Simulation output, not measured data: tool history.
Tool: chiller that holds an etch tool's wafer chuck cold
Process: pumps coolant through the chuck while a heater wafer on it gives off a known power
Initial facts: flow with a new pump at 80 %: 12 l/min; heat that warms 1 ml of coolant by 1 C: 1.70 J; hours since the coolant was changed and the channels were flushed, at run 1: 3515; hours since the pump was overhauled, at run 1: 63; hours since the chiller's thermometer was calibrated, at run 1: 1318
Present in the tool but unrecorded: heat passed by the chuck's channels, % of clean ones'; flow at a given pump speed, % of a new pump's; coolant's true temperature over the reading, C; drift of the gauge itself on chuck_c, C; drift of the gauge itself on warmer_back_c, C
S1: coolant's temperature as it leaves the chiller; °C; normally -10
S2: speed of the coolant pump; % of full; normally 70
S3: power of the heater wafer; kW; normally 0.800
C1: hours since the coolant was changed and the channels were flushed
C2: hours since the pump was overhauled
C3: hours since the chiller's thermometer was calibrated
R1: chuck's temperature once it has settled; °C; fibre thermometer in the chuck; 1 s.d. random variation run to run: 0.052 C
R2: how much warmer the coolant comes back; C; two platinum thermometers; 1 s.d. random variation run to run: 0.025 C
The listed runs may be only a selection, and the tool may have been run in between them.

run 1 hour=0.0 | S1=-10 S2=70 S3=0.800 | C1=3515 C2=63 C3=1318 | R1=-4.29 R2=2.70
run 2 hour=23.4 | S1=-14 S2=70 S3=0.800 | C1=3538 C2=86 C3=1342 | R1=-8.34 R2=2.67
run 3 hour=55.1 | S1=-14 S2=70 S3=0.800 | C1=3570 C2=118 C3=1373 | R1=-8.33 R2=2.69
run 4 hour=88.2 | S1=-14 S2=70 S3=0.800 | C1=3603 C2=151 C3=1406 | R1=-8.27 R2=2.69
run 5 hour=128.8 | S1=-14 S2=70 S3=0.800 | C1=3643 C2=192 C3=1447 | R1=-8.28 R2=2.69
run 6 hour=154.0 | S1=-10 S2=70 S3=0.800 | C1=3669 C2=217 C3=1472 | R1=-4.27 R2=2.66
run 7 hour=187.7 | S1=-10 S2=70 S3=0.800 | C1=3702 C2=250 C3=1506 | R1=-4.19 R2=2.73
run 8 hour=217.7 | S1=-10 S2=70 S3=0.800 | C1=3732 C2=281 C3=1536 | R1=-4.26 R2=2.66
run 9 hour=236.9 | S1=-1 S2=70 S3=0.800 | C1=3752 C2=300 C3=1555 | R1=4.78 R2=2.68
run 10 hour=267.9 | S1=-10 S2=70 S3=0.608 | C1=3783 C2=331 C3=1586 | R1=-5.61 R2=2.03
run 11 hour=293.8 | S1=-10 S2=70 S3=0.910 | C1=3808 C2=357 C3=1612 | R1=-3.46 R2=3.07
run 12 hour=327.2 | S1=-10 S2=70 S3=0.910 | C1=3842 C2=390 C3=1645 | R1=-3.48 R2=3.11
run 13 hour=361.0 | S1=-16 S2=70 S3=0.800 | C1=3876 C2=424 C3=1679 | R1=-10.35 R2=2.69
run 14 hour=399.4 | S1=-16 S2=70 S3=0.800 | C1=3914 C2=462 C3=1718 | R1=-10.22 R2=2.71
run 15 hour=417.8 | S1=-16 S2=70 S3=0.800 | C1=3932 C2=481 C3=1736 | R1=-10.25 R2=2.72
run 16 hour=457.7 | S1=-16 S2=70 S3=0.800 | C1=3972 C2=520 C3=1776 | R1=-10.24 R2=2.69
run 17 hour=488.3 | S1=-7 S2=78 S3=1.156 | C1=4003 C2=551 C3=1806 | R1=0.69 R2=3.53
run 18 hour=517.3 | S1=-7 S2=78 S3=0.891 | C1=4032 C2=580 C3=1835 | R1=-0.95 R2=2.68
run 19 hour=542.8 | S1=-19 S2=95 S3=1.183 | C1=4057 C2=606 C3=1861 | R1=-12.09 R2=2.94
run 20 hour=559.7 | S1=-4 S2=77 S3=0.616 | C1=4074 C2=623 C3=1878 | R1=0.23 R2=1.92
run 21 hour=577.8 | S1=-7 S2=95 S3=0.698 | C1=4092 C2=641 C3=1896 | R1=-2.94 R2=1.71
run 22 hour=610.9 | S1=-13 S2=97 S3=0.738 | C1=4126 C2=674 C3=1929 | R1=-8.76 R2=1.76
run 23 hour=631.2 | S1=-13 S2=97 S3=0.738 | C1=4146 C2=694 C3=1949 | R1=-8.74 R2=1.80
run 24 hour=655.9 | S1=-2 S2=97 S3=0.410 | C1=4170 C2=719 C3=1974 | R1=0.39 R2=0.99
run 25 hour=696.2 | S1=-2 S2=97 S3=0.410 | C1=4211 C2=759 C3=2014 | R1=0.40 R2=0.99
run 26 hour=731.7 | S1=-2 S2=84 S3=1.156 | C1=4246 C2=795 C3=2050 | R1=5.38 R2=3.25
run 27 hour=758.6 | S1=-4 S2=65 S3=0.857 | C1=4273 C2=821 C3=2077 | R1=2.62 R2=3.11
run 28 hour=785.9 | S1=-17 S2=70 S3=0.891 | C1=4300 C2=849 C3=2104 | R1=-10.46 R2=3.02
run 29 hour=822.9 | S1=-9 S2=68 S3=1.070 | C1=4337 C2=886 C3=2141 | R1=-1.10 R2=3.74
run 30 hour=858.1 | S1=-9 S2=68 S3=0.697 | C1=4373 C2=921 C3=2176 | R1=-3.75 R2=2.45
run 31 hour=875.1 | S1=-9 S2=68 S3=0.697 | C1=4390 C2=938 C3=2193 | R1=-3.93 R2=2.44
run 32 hour=906.9 | S1=-19 S2=70 S3=0.800 | C1=4421 C2=970 C3=2225 | R1=-13.14 R2=2.70

Subtracting, for every run, the result it would have given without the tool's unlogged condition from the measured result gives the following. The same run-to-run variation enters both numbers; the gauge's scatter may not:
run=1 R1=+0.13 R2=-0.01
run=2 R1=+0.13 R2=-0.01
run=3 R1=+0.14 R2=+0.00
run=4 R1=+0.15 R2=+0.00
run=5 R1=+0.15 R2=+0.00
run=6 R1=+0.16 R2=+0.00
run=7 R1=+0.16 R2=+0.00
run=8 R1=+0.16 R2=+0.00
run=9 R1=+0.17 R2=+0.00
run=10 R1=+0.13 R2=+0.00
run=11 R1=+0.21 R2=+0.00
run=12 R1=+0.21 R2=+0.01
run=13 R1=+0.18 R2=+0.01
run=14 R1=+0.20 R2=+0.00
run=15 R1=+0.19 R2=+0.01
run=16 R1=+0.20 R2=+0.01
run=17 R1=+0.28 R2=+0.01
run=18 R1=+0.22 R2=+0.01
run=19 R1=+0.26 R2=+0.01
run=20 R1=+0.16 R2=+0.01
run=21 R1=+0.16 R2=+0.01
run=22 R1=+0.17 R2=+0.01
run=23 R1=+0.17 R2=+0.01
run=24 R1=+0.11 R2=+0.00
run=25 R1=+0.11 R2=+0.01
run=26 R1=+0.31 R2=+0.03
run=27 R1=+0.28 R2=+0.02
run=28 R1=+0.28 R2=+0.03
run=29 R1=+0.34 R2=+0.04
run=30 R1=+0.23 R2=+0.02
run=31 R1=+0.23 R2=+0.02
run=32 R1=+0.27 R2=+0.02
